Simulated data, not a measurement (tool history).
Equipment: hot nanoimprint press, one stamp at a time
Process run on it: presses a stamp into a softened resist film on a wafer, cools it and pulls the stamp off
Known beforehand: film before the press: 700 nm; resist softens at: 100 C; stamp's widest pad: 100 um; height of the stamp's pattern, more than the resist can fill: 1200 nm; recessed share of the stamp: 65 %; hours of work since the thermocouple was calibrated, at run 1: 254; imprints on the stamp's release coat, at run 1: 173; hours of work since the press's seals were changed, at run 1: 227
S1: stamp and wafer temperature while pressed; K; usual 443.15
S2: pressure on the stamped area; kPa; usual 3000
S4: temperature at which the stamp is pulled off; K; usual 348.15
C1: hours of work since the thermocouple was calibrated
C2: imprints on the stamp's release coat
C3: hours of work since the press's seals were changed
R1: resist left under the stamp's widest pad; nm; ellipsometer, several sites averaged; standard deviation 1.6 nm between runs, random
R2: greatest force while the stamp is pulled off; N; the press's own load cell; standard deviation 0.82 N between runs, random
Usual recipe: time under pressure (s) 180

{"run": 1, "day": 0.0, "S1": 443.15, "S2": 3000, "time under pressure (s)": 180, "S4": 348.15, "C1": 254, "C2": 173, "C3": 227, "R1": 430.2, "R2": 132.8}
{"run": 2, "day": 1.162, "S1": 443.15, "S2": 3000, "time under pressure (s)": 180, "S4": 348.15, "C1": 275, "C2": 333, "C3": 248, "R1": 431.0, "R2": 136.5}
{"day": 3.042, "done": "stamp cleaned and given a new release coat"}
{"run": 3, "day": 3.167, "S1": 437.15, "S2": 3000, "time under pressure (s)": 180, "S4": 348.15, "C1": 307, "C2": 17, "C3": 280, "R1": 531.4, "R2": 129.2}
{"run": 4, "day": 3.983, "S1": 443.15, "S2": 3000, "time under pressure (s)": 180, "S4": 348.15, "C1": 321, "C2": 129, "C3": 294, "R1": 438.2, "R2": 132.6}
{"run": 5, "day": 5.65, "S1": 443.15, "S2": 3100, "time under pressure (s)": 180, "S4": 348.15, "C1": 351, "C2": 358, "C3": 324, "R1": 433.9, "R2": 137.8}
{"run": 6, "day": 6.721, "S1": 443.15, "S2": 3100, "time under pressure (s)": 180, "S4": 348.15, "C1": 371, "C2": 505, "C3": 344, "R1": 434.1, "R2": 141.6}
{"day": 7.308, "done": "stamp cleaned and given a new release coat"}
{"run": 7, "day": 8.342, "S1": 443.15, "S2": 3100, "time under pressure (s)": 180, "S4": 348.15, "C1": 396, "C2": 141, "C3": 369, "R1": 437.4, "R2": 134.9}
{"run": 8, "day": 9.725, "S1": 443.15, "S2": 2320, "time under pressure (s)": 180, "S4": 348.15, "C1": 421, "C2": 332, "C3": 394, "R1": 486.8, "R2": 139.4}
{"day": 9.967, "done": "plate thermocouple calibrated"}
{"day": 11.679, "done": "stamp cleaned and given a new release coat"}
{"run": 9, "day": 11.679, "S1": 443.15, "S2": 2320, "time under pressure (s)": 180, "S4": 348.15, "C1": 26, "C2": 0, "C3": 422, "R1": 497.3, "R2": 134.2}
{"run": 10, "day": 12.804, "S1": 443.15, "S2": 3000, "time under pressure (s)": 344, "S4": 348.15, "C1": 47, "C2": 154, "C3": 443, "R1": 377.5, "R2": 138.3}
{"run": 11, "day": 14.554, "S1": 443.15, "S2": 3000, "time under pressure (s)": 344, "S4": 348.15, "C1": 79, "C2": 395, "C3": 474, "R1": 376.3, "R2": 141.6}
{"run": 12, "day": 15.333, "S1": 443.15, "S2": 3000, "time under pressure (s)": 344, "S4": 348.15, "C1": 93, "C2": 502, "C3": 488, "R1": 380.8, "R2": 143.9}
{"day": 15.967, "done": "stamp cleaned and given a new release coat"}
{"run": 13, "day": 17.338, "S1": 444.15, "S2": 3000, "time under pressure (s)": 180, "S4": 348.15, "C1": 124, "C2": 189, "C3": 520, "R1": 446.5, "R2": 139.7}
{"day": 18.804, "done": "plate thermocouple calibrated, once more"}
{"run": 14, "day": 19.058, "S1": 443.15, "S2": 3000, "time under pressure (s)": 180, "S4": 350.15, "C1": 5, "C2": 408, "C3": 549, "R1": 414.4, "R2": 125.1}
{"day": 19.708, "done": "press's hydraulic seals changed and the load cell set to zero"}
{"day": 20.629, "done": "stamp cleaned and given a new release coat"}
{"run": 15, "day": 21.038, "S1": 443.15, "S2": 3000, "time under pressure (s)": 180, "S4": 350.15, "C1": 30, "C2": 57, "C3": 20, "R1": 415.0, "R2": 121.6}
{"run": 16, "day": 22.142, "S1": 439.15, "S2": 3000, "time under pressure (s)": 180, "S4": 350.15, "C1": 50, "C2": 209, "C3": 40, "R1": 486.6, "R2": 123.2}
{"run": 17, "day": 23.646, "S1": 439.15, "S2": 3000, "time under pressure (s)": 180, "S4": 350.15, "C1": 77, "C2": 415, "C3": 67, "R1": 483.9, "R2": 126.1}
{"day": 24.817, "done": "stamp cleaned and given a new release coat"}
{"run": 18, "day": 25.712, "S1": 443.15, "S2": 4180, "time under pressure (s)": 211, "S4": 348.15, "C1": 110, "C2": 124, "C3": 100, "R1": 348.8, "R2": 128.4}
{"run": 19, "day": 26.525, "S1": 443.15, "S2": 3000, "time under pressure (s)": 203, "S4": 348.15, "C1": 125, "C2": 235, "C3": 114, "R1": 407.7, "R2": 133.0}
{"run": 20, "day": 27.429, "S1": 443.15, "S2": 3000, "time under pressure (s)": 125, "S4": 340.15, "C1": 141, "C2": 359, "C3": 131, "R1": 468.2, "R2": 165.3}
{"run": 21, "day": 28.642, "S1": 436.15, "S2": 3000, "time under pressure (s)": 195, "S4": 340.15, "C1": 163, "C2": 526, "C3": 153, "R1": 531.3, "R2": 167.9}
{"day": 29.0, "done": "stamp cleaned and given a new release coat"}
{"run": 22, "day": 30.7, "S1": 443.15, "S2": 2930, "time under pressure (s)": 151, "S4": 346.15, "C1": 196, "C2": 234, "C3": 185, "R1": 453.3, "R2": 139.7}
{"run": 23, "day": 32.546, "S1": 443.15, "S2": 3000, "time under pressure (s)": 180, "S4": 336.15, "C1": 229, "C2": 487, "C3": 219, "R1": 432.4, "R2": 182.9}
{"day": 33.217, "done": "stamp cleaned and given a new release coat"}
{"run": 24, "day": 33.95, "S1": 443.15, "S2": 3940, "time under pressure (s)": 180, "S4": 348.15, "C1": 250, "C2": 100, "C3": 240, "R1": 388.5, "R2": 132.5}
{"run": 25, "day": 35.504, "S1": 449.15, "S2": 2340, "time under pressure (s)": 175, "S4": 354.15, "C1": 278, "C2": 314, "C3": 268, "R1": 379.5, "R2": 113.5}
{"run": 26, "day": 36.892, "S1": 432.15, "S2": 2340, "time under pressure (s)": 180, "S4": 348.15, "C1": 303, "C2": 505, "C3": 293, "R1": 624.7, "R2": 140.6}
{"day": 37.417, "done": "stamp cleaned and given a new release coat"}
{"run": 27, "day": 38.596, "S1": 443.15, "S2": 2100, "time under pressure (s)": 275, "S4": 348.15, "C1": 330, "C2": 162, "C3": 319, "R1": 440.4, "R2": 134.3}
{"run": 28, "day": 40.033, "S1": 443.15, "S2": 2100, "time under pressure (s)": 275, "S4": 348.15, "C1": 356, "C2": 359, "C3": 345, "R1": 445.4, "R2": 137.5}

Run by run, hidden condition taken away, random variation retained:
Hidden state at play: true temperature over the reading, C; pressure that arrives at the usual setting, %; grip of the stamp's worn release coat, % over a new coat's; drift of the gauge itself on residual_nm, %; drift of the gauge itself on pull_off_n, %.
run=1 R1=412.4 R2=126.0
run=2 R1=412.0 R2=126.4
run=3 R1=510.9 R2=124.6
run=4 R1=415.6 R2=125.7
run=5 R1=409.0 R2=126.0
run=6 R1=408.0 R2=126.7
run=7 R1=409.3 R2=126.7
run=8 R1=458.1 R2=127.1
run=9 R1=456.9 R2=125.8
run=10 R1=335.3 R2=126.5
run=11 R1=332.1 R2=124.8
run=12 R1=335.2 R2=124.8
run=13 R1=397.6 R2=126.1
run=14 R1=412.4 R2=118.2
run=15 R1=413.0 R2=120.3
run=16 R1=483.1 R2=119.0
run=17 R1=478.6 R2=117.9
run=18 R1=341.1 R2=124.7
run=19 R1=399.1 R2=127.0
run=20 R1=458.7 R2=155.3
run=21 R1=520.3 R2=153.9
run=22 R1=439.8 R2=132.6
run=23 R1=416.4 R2=167.7
run=24 R1=370.7 R2=127.2
run=25 R1=362.3 R2=104.8
run=26 R1=612.0 R2=126.8
run=27 R1=418.0 R2=126.6
run=28 R1=421.0 R2=125.8
